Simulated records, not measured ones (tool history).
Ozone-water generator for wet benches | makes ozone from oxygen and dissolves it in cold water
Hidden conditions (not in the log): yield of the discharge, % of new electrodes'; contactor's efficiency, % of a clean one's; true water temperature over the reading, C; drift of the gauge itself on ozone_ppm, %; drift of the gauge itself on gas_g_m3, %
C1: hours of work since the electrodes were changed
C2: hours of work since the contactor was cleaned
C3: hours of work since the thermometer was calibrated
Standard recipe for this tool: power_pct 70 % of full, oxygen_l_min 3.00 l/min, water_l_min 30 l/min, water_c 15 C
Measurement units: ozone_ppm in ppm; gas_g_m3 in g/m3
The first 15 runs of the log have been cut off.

{"run": 16, "day": 77.046, "power_pct": 70, "oxygen_l_min": 3.0, "water_l_min": 30, "water_c": 20, "C1": 6882, "C2": 867, "C3": 2356, "ozone_ppm": 10.9, "gas_g_m3": 194.2}
{"run": 17, "day": 83.579, "power_pct": 70, "oxygen_l_min": 2.2, "water_l_min": 30, "water_c": 15, "C1": 7013, "C2": 997, "C3": 2487, "ozone_ppm": 10.6, "gas_g_m3": 239.2}
{"day": 85.808, "done": "water thermometer calibrated"}
{"run": 18, "day": 86.812, "power_pct": 65, "oxygen_l_min": 2.68, "water_l_min": 30, "water_c": 8, "C1": 7077, "C2": 1062, "C3": 20, "ozone_ppm": 11.5, "gas_g_m3": 201.8}
{"run": 19, "day": 93.717, "power_pct": 42, "oxygen_l_min": 1.53, "water_l_min": 20, "water_c": 9, "C1": 7215, "C2": 1200, "C3": 158, "ozone_ppm": 13.4, "gas_g_m3": 243.8}
{"run": 20, "day": 97.917, "power_pct": 94, "oxygen_l_min": 4.58, "water_l_min": 46, "water_c": 8, "C1": 7299, "C2": 1284, "C3": 242, "ozone_ppm": 8.2, "gas_g_m3": 164.6}
{"run": 21, "day": 101.829, "power_pct": 94, "oxygen_l_min": 1.91, "water_l_min": 46, "water_c": 11, "C1": 7377, "C2": 1362, "C3": 321, "ozone_ppm": 7.0, "gas_g_m3": 296.6}
{"run": 22, "day": 108.812, "power_pct": 94, "oxygen_l_min": 1.91, "water_l_min": 46, "water_c": 11, "C1": 7517, "C2": 1502, "C3": 460, "ozone_ppm": 7.0, "gas_g_m3": 296.1}
{"day": 109.162, "done": "water thermometer calibrated, once more"}
{"run": 23, "day": 112.221, "power_pct": 70, "oxygen_l_min": 1.61, "water_l_min": 24, "water_c": 15, "C1": 7585, "C2": 1570, "C3": 61, "ozone_ppm": 13.0, "gas_g_m3": 289.6}
{"run": 24, "day": 119.1, "power_pct": 70, "oxygen_l_min": 1.61, "water_l_min": 24, "water_c": 14, "C1": 7723, "C2": 1707, "C3": 199, "ozone_ppm": 13.0, "gas_g_m3": 292.3}

What will run 25 give?
{"run": 25, "day": 122.646, "power_pct": 70, "oxygen_l_min": 4.17, "water_l_min": 30, "water_c": 10, "C1": 7794, "C2": 1778, "C3": 270, "ozone_ppm": "?", "gas_g_m3": "?"}

Run 25 came out at ozone_ppm 11.6 ppm, gas_g_m3 148.7 g/m3.
If the tool had no hidden condition, the same run with the same run-to-run variation would have returned ozone_ppm 15.4 ppm, gas_g_m3 192.6 g/m3.
